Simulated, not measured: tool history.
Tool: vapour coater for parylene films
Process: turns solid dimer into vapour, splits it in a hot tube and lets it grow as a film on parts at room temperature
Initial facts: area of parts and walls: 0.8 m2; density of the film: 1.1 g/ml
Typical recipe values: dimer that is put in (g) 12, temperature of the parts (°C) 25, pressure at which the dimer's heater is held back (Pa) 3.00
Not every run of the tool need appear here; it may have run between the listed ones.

run	hour	dimer that is put in (g)	temperature of the parts (°C)	pressure at which the dimer's heater is held back (Pa)	thickness of the film (nm)
1	0.0	12	25	3.00	12090
2	15.4	12	25	3.00	12120
3	45.5	12	25	3.00	12150
4	68.5	7	25	3.00	7120
5	102.2	7	25	3.00	7060
6	120.8	7	25	3.00	7140
# hour 141.8: trap's valve overhauled
7	157.8	7	25	3.00	7040
8	180.1	7	35	3.00	6110
9	214.1	7	35	3.00	6070
10	232.1	12	25	3.00	12200
11	249.2	12	25	3.00	12240
12	268.6	12	25	3.00	12240
13	301.7	12	25	3.00	12260
14	321.4	12	25	3.00	12310
15	348.2	12	24	3.00	12220
16	362.5	12	24	3.87	11620
17	381.5	12	24	3.87	11750
18	400.2	12	25	4.32	11250
19	417.4	12	25	4.32	11130
20	450.6	5	25	3.00	5080
21	471.1	5	25	3.00	5050
22	487.9	12	19	3.00	13330
23	515.5	12	19	11.19	9880
24	547.5	12	19	5.95	11490
25	568.5	12	19	5.95	11500
26	597.4	12	19	5.95	11530
27	619.4	10	33	4.49	8180
28	644.1	12	25	6.60	10190
29	665.5	12	25	6.60	10170
30	700.3	12	29	10.25	8650
# hour 718.8: trap's valve overhauled
31	736.7	19	30	2.36	18750
32	770.5	19	30	2.36	18800
33	791.0	19	30	2.36	18820
34	806.3	16	25	2.07	17760
35	833.2	6	23	3.65	6050
36	856.6	6	23	3.65	5970
37	887.8	9	20	3.65	9560
38	917.6	6	19	5.13	5940
39	932.1	17	19	2.96	19010
40	954.3	17	19	2.96	18960
41	985.4	12	19	2.60	13330
42	1006.9	12	22	2.19	13280
43	1031.4	8	25	3.89	7630
44	1058.1	8	25	3.89	7640
45	1078.5	9	35	3.45	7530
46	1102.1	15	19	4.76	15220
47	1127.0	5	21	2.57	5550

Predict each of these 3 candidate next runs independently; none follows another, all start after run 47:
A	1159.4	15	20	2.57	?
B	1159.4	5	22	5.43	?
C	1159.4	19	21	10.12	?

run	thickness of the film (nm)
A	16620
B	4660
C	15610
What these runs would have given with no unlogged condition in the tool:
run	thickness of the film (nm)
A	16660
B	4670
C	15630

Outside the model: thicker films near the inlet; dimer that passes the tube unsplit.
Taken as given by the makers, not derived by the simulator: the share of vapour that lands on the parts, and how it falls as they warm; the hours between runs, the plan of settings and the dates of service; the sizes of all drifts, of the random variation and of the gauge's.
